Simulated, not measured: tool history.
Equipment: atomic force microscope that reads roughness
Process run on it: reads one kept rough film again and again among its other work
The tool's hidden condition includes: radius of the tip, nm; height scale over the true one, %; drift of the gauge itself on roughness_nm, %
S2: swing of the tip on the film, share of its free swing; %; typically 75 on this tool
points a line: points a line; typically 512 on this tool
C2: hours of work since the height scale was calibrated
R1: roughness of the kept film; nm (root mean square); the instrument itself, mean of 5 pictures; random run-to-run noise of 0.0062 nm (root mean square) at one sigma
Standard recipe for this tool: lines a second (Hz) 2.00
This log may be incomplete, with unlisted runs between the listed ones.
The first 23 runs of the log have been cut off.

Run 24, day 12.504: usual settings but lines a second (Hz) 1.23; pictures with this tip 210; C2 281. Result: R1 1.084 nm (root mean square).
Run 25, day 13.088: usual settings but S2 61 %; pictures with this tip 231; C2 291. Result: R1 1.114 nm (root mean square).
At day 13.250: new tip fitted.
Run 26, day 13.742: usual settings but S2 61 %; pictures with this tip 17; C2 302. Result: R1 1.269 nm (root mean square).
Run 27, day 14.471: usual settings but S2 61 %; pictures with this tip 43; C2 315. Result: R1 1.253 nm (root mean square).
Run 28, day 14.958: usual settings but S2 61 %; pictures with this tip 61; C2 324. Result: R1 1.232 nm (root mean square).
Run 29, day 15.300: usual settings but lines a second (Hz) 2.39, S2 77 %; pictures with this tip 73; C2 330. Result: R1 1.069 nm (root mean square).
Run 30, day 15.633: usual settings but lines a second (Hz) 3.55, points a line 288; pictures with this tip 85; C2 336. Result: R1 0.994 nm (root mean square).
Run 31, day 15.983: usual settings but lines a second (Hz) 3.55, points a line 288; pictures with this tip 98; C2 342. Result: R1 0.975 nm (root mean square).
Run 32, day 16.362: usual settings but lines a second (Hz) 3.55, points a line 288; pictures with this tip 111; C2 348. Result: R1 0.972 nm (root mean square).
Run 33, day 16.979: usual settings but lines a second (Hz) 1.96, S2 66 %, points a line 486; pictures with this tip 133; C2 359. Result: R1 1.156 nm (root mean square).
Run 34, day 17.492: usual settings but lines a second (Hz) 3.54, S2 56 %, points a line 486; pictures with this tip 151; C2 368. Result: R1 1.154 nm (root mean square).
Run 35, day 17.929: usual settings but S2 81 %, points a line 680; pictures with this tip 167; C2 376. Result: R1 1.017 nm (root mean square).
Run 36, day 18.446: usual settings but S2 81 %, points a line 680; pictures with this tip 185; C2 385. Result: R1 1.010 nm (root mean square).

What will run 37 give?
Run 37, day 18.783: usual settings but lines a second (Hz) 3.64, S2 81 %, points a line 836; pictures with this tip 198; C2 391. Result: R1 ?.

R1: 0.871 nm (root mean square)
Were there no unlogged condition in the tool, this run, its random variation unchanged, would have produced R1 0.979 nm (root mean square).
